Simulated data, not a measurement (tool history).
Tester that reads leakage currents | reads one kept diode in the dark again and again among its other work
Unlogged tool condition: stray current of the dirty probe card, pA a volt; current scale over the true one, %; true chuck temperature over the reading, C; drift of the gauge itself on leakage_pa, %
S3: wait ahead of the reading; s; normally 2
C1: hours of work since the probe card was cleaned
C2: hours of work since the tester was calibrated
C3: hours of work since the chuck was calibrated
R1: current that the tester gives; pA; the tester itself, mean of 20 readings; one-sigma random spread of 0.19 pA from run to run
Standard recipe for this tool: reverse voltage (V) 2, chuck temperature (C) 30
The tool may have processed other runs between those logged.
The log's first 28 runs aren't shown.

run 29 hour=831.8 | reverse_voltage_(V)=1.22 chuck_temperature_(C)=42 S3=2.68 | C1=512 C2=1748 C3=1605 | R1=128.59
run 30 hour=855.3 | reverse_voltage_(V)=1.64 chuck_temperature_(C)=30 S3=2 | C1=528 C2=1764 C3=1621 | R1=57.05
run 31 hour=894.8 | reverse_voltage_(V)=15.13 chuck_temperature_(C)=30 S3=2 | C1=555 C2=1791 C3=1648 | R1=161.82
run 32 hour=921.8 | reverse_voltage_(V)=15.13 chuck_temperature_(C)=30 S3=2 | C1=574 C2=1809 C3=1666 | R1=160.66
run 33 hour=943 | reverse_voltage_(V)=15.13 chuck_temperature_(C)=30 S3=2 | C1=588 C2=1824 C3=1681 | R1=161.54
run 34 hour=964.4 | reverse_voltage_(V)=6 chuck_temperature_(C)=30 S3=2 | C1=603 C2=1838 C3=1695 | R1=104.16
run 35 hour=994.5 | reverse_voltage_(V)=3.53 chuck_temperature_(C)=22 S3=2.46 | C1=623 C2=1859 C3=1716 | R1=41.72
run 36 hour=1026 | reverse_voltage_(V)=3.53 chuck_temperature_(C)=22 S3=2.46 | C1=645 C2=1880 C3=1738 | R1=41.6
run 37 hour=1060 | reverse_voltage_(V)=3.53 chuck_temperature_(C)=41 S3=2.77 | C1=668 C2=1904 C3=1761 | R1=195.4
run 38 hour=1098.9 | reverse_voltage_(V)=1.78 chuck_temperature_(C)=55 S3=4.53 | C1=695 C2=1930 C3=1787 | R1=394.66
run 39 hour=1117 | reverse_voltage_(V)=2 chuck_temperature_(C)=39 S3=2 | C1=707 C2=1943 C3=1800 | R1=128.12

Consider 3 possible next runs. They are alternatives, not a sequence: every one starts from the tool as it was left by run 39. What does each give?
run A hour=1147.4 | reverse_voltage_(V)=1.21 chuck_temperature_(C)=38 S3=1.48 | C1=728 C2=1963 C3=1820 | R1=?
run B hour=1147.4 | reverse_voltage_(V)=2 chuck_temperature_(C)=21 S3=0.32 | C1=728 C2=1963 C3=1820 | R1=?
run C hour=1147.4 | reverse_voltage_(V)=4.56 chuck_temperature_(C)=24 S3=2 | C1=728 C2=1963 C3=1820 | R1=?

run=A R1=93.61
run=B R1=29.47
run=C R1=55.9
The same runs, with their run-to-run variation unchanged, on a tool lacking any hidden condition would have given:
run=A R1=93.55
run=B R1=29.43
run=C R1=55.82

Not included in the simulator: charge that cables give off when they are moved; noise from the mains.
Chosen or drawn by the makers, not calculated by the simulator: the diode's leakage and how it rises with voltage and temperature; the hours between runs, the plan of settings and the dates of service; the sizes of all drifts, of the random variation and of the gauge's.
